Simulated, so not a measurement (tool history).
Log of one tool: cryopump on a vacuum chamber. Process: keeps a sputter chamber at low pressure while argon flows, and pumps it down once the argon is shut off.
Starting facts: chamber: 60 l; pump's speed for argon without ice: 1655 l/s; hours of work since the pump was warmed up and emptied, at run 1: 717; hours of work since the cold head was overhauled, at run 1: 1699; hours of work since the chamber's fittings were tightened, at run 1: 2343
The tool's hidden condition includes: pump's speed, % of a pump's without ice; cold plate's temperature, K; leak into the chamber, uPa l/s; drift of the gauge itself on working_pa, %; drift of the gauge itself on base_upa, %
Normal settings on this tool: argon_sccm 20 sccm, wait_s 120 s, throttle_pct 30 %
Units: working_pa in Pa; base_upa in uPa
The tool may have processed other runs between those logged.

run,hour,argon_sccm,wait_s,throttle_pct,hours of work since the pump was warmed up and emptied,hours of work since the cold head was overhauled,hours of work since the chamber's fittings were tightened,working_pa,base_upa
1,0.0,20,120,30,717,1699,2343,0.0735,3.35
2,70.6,20,120,30,766,1748,2392,0.0735,3.38
3,160.4,14,120,30,828,1811,2455,0.0519,3.39
# hour 183.9: leaking fittings of the chamber tightened, without venting
4,237.0,14,120,30,880,1862,37,0.0521,0.99
5,301.9,14,120,30,925,1907,82,0.0533,1.05
# hour 334.3: pump warmed up, emptied and cooled again
6,388.4,14,120,30,37,1964,138,0.0477,1.01
7,434.0,14,120,30,69,1995,170,0.0493,0.99
8,484.9,14,30,39,104,2031,205,0.0372,3.17
9,569.4,33,69,39,163,2089,264,0.0883,1.61
10,659.8,20,120,55,226,2152,326,0.0383,1.20

Take each entry between the runs: how does the hidden state at the last listed run before it differ from the hidden state at the first listed run after it?
From run 3 to run 4: leaking fittings of the chamber tightened, without venting (hour 183.9)
  pump's speed, % of a pump's without ice: 75.7 -> 74.2; cold plate's temperature, K: 12.46 -> 12.47; leak into the chamber, uPa l/s: 3439 -> 351
  what was measured, less what the result would be without the hidden state, working_pa: +0.0048 -> +0.0052 Pa; base_upa: +2.55 -> +0.10 uPa
From run 5 to run 6: pump warmed up, emptied and cooled again (hour 334.3)
  pump's speed, % of a pump's without ice: 72.9 -> 98.7; cold plate's temperature, K: 12.48 -> 12.49; leak into the chamber, uPa l/s: 406 -> 483
  what was measured, less what the result would be without the hidden state, working_pa: +0.0056 -> +0.0003 Pa; base_upa: +0.16 -> +0.12 uPa

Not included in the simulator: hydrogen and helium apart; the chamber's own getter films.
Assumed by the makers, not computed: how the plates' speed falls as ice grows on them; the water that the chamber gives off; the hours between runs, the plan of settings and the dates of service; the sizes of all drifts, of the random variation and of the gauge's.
